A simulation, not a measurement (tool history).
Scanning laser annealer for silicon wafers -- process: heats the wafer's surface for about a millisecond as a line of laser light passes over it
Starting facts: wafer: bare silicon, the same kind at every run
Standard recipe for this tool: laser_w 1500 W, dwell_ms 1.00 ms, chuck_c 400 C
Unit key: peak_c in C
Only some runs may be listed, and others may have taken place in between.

run   hour  laser_w  dwell_ms  chuck_c  peak_c
  1    0.0     1500      1.00      400    1133
  2   11.5     1500      1.00      400    1131
  3   23.0     1500      1.00      400    1129
  4   38.4     1500      1.00      400    1131
  5   49.8     1500      1.00      400    1131
  6   63.1     1500      1.00      400    1132
  7   79.1     1500      1.00      400    1131
  8   89.3     1500      1.00      400    1129
  9  102.3     1500      1.00      400    1130
 10  117.2     1500      1.00      400    1125
 11  129.9     1500      1.00      400    1131
     134.1  -- laser's power meter calibrated
 12  143.3     1500      1.00      400    1123
 13  162.5     1500      1.00      400    1124
     169.9  -- optics aligned, line set to its width
 14  183.1     1500      1.00      400    1142
     195.8  -- laser's power meter calibrated, once more
 15  204.2     1596      1.00      400    1208
 16  218.6     1500      1.00      400    1150
 17  236.3     1500      1.00      400    1151
 18  247.7     1500      1.00      400    1147
 19  268.1     1500      0.78      400    1060
 20  280.9     1634      1.00      400    1231
 21  298.2     1634      1.00      400    1232
 22  317.0     1479      1.21      431    1240
 23  335.9     1479      1.21      431    1238
 24  352.0     1421      1.18      383    1138
 25  369.0     1379      1.18      427    1157
 26  382.0     1379      1.21      434    1177
 27  397.8     1307      1.12      439    1103
 28  408.4     1307      1.12      439    1100
 29  422.1     1440      0.75      407    1013
 30  431.9     1370      0.94      362    1001
 31  445.0     1370      0.94      362    1001
 32  458.7     1370      0.94      362    1003
 33  479.2     1363      0.98      401    1049
 34  493.7     1571      0.75      398    1076
 35  514.1     1311      0.93      402    1006
 36  530.6     1500      1.00      400    1138
 37  541.2     1279      1.00      400    1002
 38  559.5     1279      1.10      400    1034
 39  568.5     1650      0.79      400    1132
 40  580.9     1650      0.79      400    1130

Here are 3 independent what-if runs from the current tool condition. What would each one return?
  A  594.3     1500      0.93      393       ?
  B  594.3     1457      1.16      390       ?
  C  594.3     1500      1.08      400       ?

run  peak_c
  A    1098
  B    1153
  C    1162
What these runs would have given with no unlogged condition in the tool:
run  peak_c
  A    1120
  B    1177
  C    1186
